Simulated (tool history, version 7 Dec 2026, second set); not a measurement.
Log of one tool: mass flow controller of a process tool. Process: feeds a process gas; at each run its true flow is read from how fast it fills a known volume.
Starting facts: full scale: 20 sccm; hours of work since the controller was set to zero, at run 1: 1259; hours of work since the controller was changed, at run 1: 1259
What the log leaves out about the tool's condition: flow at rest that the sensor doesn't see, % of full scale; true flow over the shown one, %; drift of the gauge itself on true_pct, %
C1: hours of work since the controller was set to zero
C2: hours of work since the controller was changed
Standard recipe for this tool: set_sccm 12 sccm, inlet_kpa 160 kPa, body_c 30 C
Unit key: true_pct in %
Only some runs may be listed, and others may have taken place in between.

Run 1, hour 0: usual settings; C1 1259; C2 1259. Result: true_pct 97.8 %.
Run 2, hour 336.7: usual settings; C1 1482; C2 1482. Result: true_pct 97.63 %.
Run 3, hour 662.5: usual settings but set_sccm 11 sccm; C1 1698; C2 1698. Result: true_pct 97.24 %.
Run 4, hour 1091.4: usual settings but set_sccm 11 sccm; C1 1982; C2 1982. Result: true_pct 97.09 %.
Run 5, hour 1516.7: usual settings but inlet_kpa 212 kPa; C1 2264; C2 2264. Result: true_pct 97.19 %.
Run 6, hour 1752.5: usual settings but inlet_kpa 212 kPa; C1 2420; C2 2420. Result: true_pct 97.07 %.
Run 7, hour 2037.2: usual settings but inlet_kpa 212 kPa; C1 2608; C2 2608. Result: true_pct 96.94 %.
Run 8, hour 2593.3: usual settings but inlet_kpa 156 kPa; C1 2977; C2 2977. Result: true_pct 96.49 %.
Run 9, hour 3091.8: usual settings but inlet_kpa 156 kPa; C1 3307; C2 3307. Result: true_pct 96.21 %.
Run 10, hour 3350.9: usual settings but inlet_kpa 156 kPa; C1 3478; C2 3478. Result: true_pct 95.97 %.
Run 11, hour 3831: usual settings but set_sccm 2 sccm; C1 3796; C2 3796. Result: true_pct 90.51 %.
Run 12, hour 4085.6: usual settings but set_sccm 2 sccm; C1 3965; C2 3965. Result: true_pct 90.18 %.
Run 13, hour 4596.4: usual settings but set_sccm 8 sccm; C1 4303; C2 4303. Result: true_pct 94.54 %.
Run 14, hour 5017.6: usual settings; C1 4582; C2 4582. Result: true_pct 95.17 %.
Run 15, hour 5418: usual settings; C1 4847; C2 4847. Result: true_pct 94.79 %.
Run 16, hour 5830: usual settings but set_sccm 5 sccm, body_c 37 C; C1 5120; C2 5120. Result: true_pct 91.93 %.
Run 17, hour 6125.6: usual settings but set_sccm 5 sccm, body_c 37 C; C1 5316; C2 5316. Result: true_pct 91.84 %.
Run 18, hour 6662.5: usual settings but set_sccm 5 sccm, body_c 37 C; C1 5671; C2 5671. Result: true_pct 91.42 %.
Run 19, hour 7187.7: usual settings but set_sccm 5 sccm, inlet_kpa 154 kPa, body_c 33 C; C1 6019; C2 6019. Result: true_pct 91.34 %.
Run 20, hour 7534: usual settings but body_c 20 C; C1 6248; C2 6248. Result: true_pct 94.45 %.
Run 21, hour 8027.7: usual settings but body_c 20 C; C1 6575; C2 6575. Result: true_pct 94.2 %.
Run 22, hour 8329.3: usual settings but set_sccm 10 sccm, inlet_kpa 256 kPa, body_c 39 C; C1 6775; C2 6775. Result: true_pct 92.73 %.
Run 23, hour 8633.5: usual settings but inlet_kpa 181 kPa; C1 6976; C2 6976. Result: true_pct 93.26 %.
Run 24, hour 9086.6: usual settings but set_sccm 4 sccm, body_c 32 C; C1 7276; C2 7276. Result: true_pct 88.88 %.
Run 25, hour 9593: usual settings but set_sccm 6 sccm, inlet_kpa 150 kPa, body_c 39 C; C1 7612; C2 7612. Result: true_pct 89.88 %.
Run 26, hour 10020.6: usual settings but set_sccm 18 sccm; C1 7895; C2 7895. Result: true_pct 93.68 %.
Run 27, hour 10561.5: usual settings but set_sccm 18 sccm; C1 8253; C2 8253. Result: true_pct 93.4 %.
Run 28, hour 11105.1: usual settings but set_sccm 18 sccm, body_c 31 C; C1 8613; C2 8613. Result: true_pct 92.99 %.

Predict the results of run 29:
At hour 11131.8: controller's zero set anew.
Run 29, hour 11344.7: usual settings but set_sccm 18 sccm, body_c 31 C; C1 141; C2 8771. Result: true_pct ?.

{"run 29": {"true_pct": 94.36}}
With no hidden state in the tool, this same run would have given true_pct 99.42 %.

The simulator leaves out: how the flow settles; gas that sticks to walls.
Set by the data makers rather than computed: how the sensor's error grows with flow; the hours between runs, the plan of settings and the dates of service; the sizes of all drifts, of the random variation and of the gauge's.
